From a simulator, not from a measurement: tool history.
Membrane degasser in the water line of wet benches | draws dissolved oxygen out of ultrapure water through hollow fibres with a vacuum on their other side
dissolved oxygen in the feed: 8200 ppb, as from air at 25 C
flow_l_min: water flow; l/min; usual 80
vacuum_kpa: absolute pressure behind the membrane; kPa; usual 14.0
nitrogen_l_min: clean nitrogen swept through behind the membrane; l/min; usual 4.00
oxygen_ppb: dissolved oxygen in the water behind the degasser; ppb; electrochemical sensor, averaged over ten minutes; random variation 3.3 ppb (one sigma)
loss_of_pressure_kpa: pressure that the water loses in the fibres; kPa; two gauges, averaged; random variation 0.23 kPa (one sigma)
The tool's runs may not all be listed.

| run | day | flow_l_min | vacuum_kpa | nitrogen_l_min | oxygen_ppb | loss_of_pressure_kpa |
|---|---|---|---|---|---|---|
| 1 | 0.000 | 80 | 14.0 | 4.00 | 482.8 | 56.84 |
| 2 | 8.475 | 80 | 14.0 | 4.00 | 488.0 | 56.33 |
| 3 | 20.679 | 80 | 14.0 | 4.00 | 489.2 | 56.49 |
|  | 25.425 | vacuum gauge calibrated |
| 4 | 26.829 | 68 | 14.0 | 4.00 | 427.8 | 48.76 |
| 5 | 34.571 | 66 | 14.0 | 4.00 | 420.1 | 47.07 |
| 6 | 47.362 | 66 | 14.0 | 4.00 | 415.6 | 47.44 |
| 7 | 57.233 | 66 | 14.0 | 4.00 | 416.2 | 46.78 |
| 8 | 71.183 | 66 | 14.0 | 4.00 | 417.8 | 47.73 |
| 9 | 84.683 | 66 | 14.0 | 4.00 | 420.0 | 47.58 |
| 10 | 91.921 | 66 | 17.5 | 4.00 | 536.3 | 47.85 |
|  | 99.625 | vacuum gauge calibrated, once more |
| 11 | 103.062 | 66 | 17.5 | 4.00 | 516.0 | 47.58 |
| 12 | 113.721 | 66 | 17.5 | 4.00 | 524.9 | 47.84 |
| 13 | 123.192 | 80 | 8.9 | 4.00 | 266.8 | 58.19 |
| 14 | 132.217 | 80 | 14.0 | 4.00 | 481.1 | 58.01 |
| 15 | 143.121 | 80 | 14.0 | 4.00 | 480.6 | 57.85 |
|  | 148.096 | seals of the vacuum lines changed |
| 16 | 151.688 | 80 | 14.0 | 4.00 | 476.5 | 58.02 |
| 17 | 163.029 | 80 | 14.0 | 3.40 | 550.7 | 58.39 |
| 18 | 175.204 | 80 | 10.9 | 3.40 | 404.0 | 58.55 |
| 19 | 183.612 | 80 | 9.1 | 4.00 | 282.4 | 58.81 |
| 20 | 197.092 | 79 | 14.0 | 2.91 | 612.4 | 58.10 |
| 21 | 206.192 | 57 | 19.1 | 2.48 | 744.0 | 42.04 |
| 22 | 217.488 | 61 | 15.3 | 3.97 | 423.9 | 44.98 |
| 23 | 226.325 | 61 | 15.3 | 3.97 | 419.8 | 45.08 |
| 24 | 237.621 | 90 | 23.7 | 2.45 | 1362.7 | 66.87 |
| 25 | 245.996 | 62 | 29.0 | 4.00 | 859.1 | 46.20 |
| 26 | 252.392 | 62 | 29.0 | 4.00 | 847.8 | 46.29 |
| 27 | 261.446 | 62 | 8.8 | 4.00 | 212.5 | 46.14 |
| 28 | 274.079 | 125 | 24.2 | 5.38 | 1043.9 | 93.35 |
| 29 | 287.546 | 60 | 14.0 | 4.00 | 374.2 | 45.18 |

Forecast each of these 3 alternatives for the next run:
|  | 296.162 | seals of the vacuum lines changed |
| A | 296.162 | 85 | 8.5 | 2.85 | ? | ? |
|  | 296.162 | seals of the vacuum lines changed |
| B | 296.162 | 57 | 14.0 | 4.00 | ? | ? |
|  | 296.162 | seals of the vacuum lines changed |
| C | 296.162 | 57 | 31.0 | 5.79 | ? | ? |

| run | oxygen_ppb | loss_of_pressure_kpa |
|---|---|---|
| A | 364.6 | 64.04 |
| B | 357.5 | 42.73 |
| C | 618.6 | 42.79 |
Without the tool's hidden state the same runs would have given:
| run | oxygen_ppb | loss_of_pressure_kpa |
|---|---|---|
| A | 346.2 | 60.04 |
| B | 349.0 | 40.07 |
| C | 611.5 | 40.13 |

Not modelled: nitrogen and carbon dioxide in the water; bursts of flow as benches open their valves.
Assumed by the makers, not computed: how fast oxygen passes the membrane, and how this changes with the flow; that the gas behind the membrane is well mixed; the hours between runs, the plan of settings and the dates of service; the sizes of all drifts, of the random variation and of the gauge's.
